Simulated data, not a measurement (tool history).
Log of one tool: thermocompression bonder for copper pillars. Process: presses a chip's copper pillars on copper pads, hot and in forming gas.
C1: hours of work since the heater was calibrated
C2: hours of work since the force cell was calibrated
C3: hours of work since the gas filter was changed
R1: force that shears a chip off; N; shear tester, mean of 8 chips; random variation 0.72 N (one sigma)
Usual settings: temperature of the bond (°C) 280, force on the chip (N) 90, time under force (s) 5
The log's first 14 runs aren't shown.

run 15 hour=478.3 | temperature_of_the_bond_(°C)=280 force_on_the_chip_(N)=90 time_under_force_(s)=5 | C1=653 C2=550 C3=77 | R1=58.1
run 16 hour=510.0 | temperature_of_the_bond_(°C)=280 force_on_the_chip_(N)=70 time_under_force_(s)=5 | C1=668 C2=565 C3=92 | R1=42.7
run 17 hour=560.5 | temperature_of_the_bond_(°C)=259 force_on_the_chip_(N)=130 time_under_force_(s)=6 | C1=692 C2=589 C3=116 | R1=61.7
run 18 hour=599.1 | temperature_of_the_bond_(°C)=259 force_on_the_chip_(N)=130 time_under_force_(s)=6 | C1=710 C2=607 C3=134 | R1=62.2
run 19 hour=629.5 | temperature_of_the_bond_(°C)=259 force_on_the_chip_(N)=130 time_under_force_(s)=6 | C1=724 C2=622 C3=149 | R1=62.2
run 20 hour=665.5 | temperature_of_the_bond_(°C)=259 force_on_the_chip_(N)=130 time_under_force_(s)=6 | C1=741 C2=639 C3=166 | R1=62.5
run 21 hour=698.1 | temperature_of_the_bond_(°C)=259 force_on_the_chip_(N)=97 time_under_force_(s)=6 | C1=757 C2=654 C3=181 | R1=45.9
run 22 hour=736.9 | temperature_of_the_bond_(°C)=280 force_on_the_chip_(N)=85 time_under_force_(s)=5 | C1=775 C2=673 C3=200 | R1=51.2
run 23 hour=775.6 | temperature_of_the_bond_(°C)=301 force_on_the_chip_(N)=102 time_under_force_(s)=5 | C1=794 C2=691 C3=218 | R1=80.2
run 24 hour=821.5 | temperature_of_the_bond_(°C)=270 force_on_the_chip_(N)=56 time_under_force_(s)=12 | C1=815 C2=713 C3=240 | R1=38.8
run 25 hour=869.4 | temperature_of_the_bond_(°C)=270 force_on_the_chip_(N)=56 time_under_force_(s)=12 | C1=838 C2=735 C3=263 | R1=39.1
run 26 hour=904.1 | temperature_of_the_bond_(°C)=270 force_on_the_chip_(N)=56 time_under_force_(s)=12 | C1=854 C2=752 C3=279 | R1=39.1
-- hour=925.4 forming gas filter changed
run 27 hour=953.0 | temperature_of_the_bond_(°C)=273 force_on_the_chip_(N)=90 time_under_force_(s)=4 | C1=877 C2=775 C3=13 | R1=50.6
run 28 hour=976.3 | temperature_of_the_bond_(°C)=273 force_on_the_chip_(N)=90 time_under_force_(s)=4 | C1=888 C2=786 C3=24 | R1=49.5
run 29 hour=1014.6 | temperature_of_the_bond_(°C)=292 force_on_the_chip_(N)=64 time_under_force_(s)=14 | C1=907 C2=804 C3=42 | R1=71.7
run 30 hour=1060.5 | temperature_of_the_bond_(°C)=290 force_on_the_chip_(N)=71 time_under_force_(s)=3 | C1=928 C2=826 C3=64 | R1=44.5
run 31 hour=1092.2 | temperature_of_the_bond_(°C)=291 force_on_the_chip_(N)=90 time_under_force_(s)=5 | C1=943 C2=841 C3=79 | R1=69.8
run 32 hour=1118.6 | temperature_of_the_bond_(°C)=291 force_on_the_chip_(N)=90 time_under_force_(s)=5 | C1=956 C2=853 C3=92 | R1=70.2

4 ways to go on from here, each from the tool as it stands after run 32. What would each give?
run A hour=1159.3 | temperature_of_the_bond_(°C)=255 force_on_the_chip_(N)=88 time_under_force_(s)=11 | C1=975 C2=872 C3=111 | R1=?
run B hour=1159.3 | temperature_of_the_bond_(°C)=260 force_on_the_chip_(N)=56 time_under_force_(s)=6 | C1=975 C2=872 C3=111 | R1=?
run C hour=1159.3 | temperature_of_the_bond_(°C)=280 force_on_the_chip_(N)=87 time_under_force_(s)=7 | C1=975 C2=872 C3=111 | R1=?
run D hour=1159.3 | temperature_of_the_bond_(°C)=309 force_on_the_chip_(N)=90 time_under_force_(s)=5 | C1=975 C2=872 C3=111 | R1=?

run=A R1=51.8
run=B R1=25.7
run=C R1=64.5
run=D R1=83.5
Without the tool's hidden state the same runs would have given:
run=A R1=43.9
run=B R1=21.1
run=C R1=56.4
run=D R1=76.1
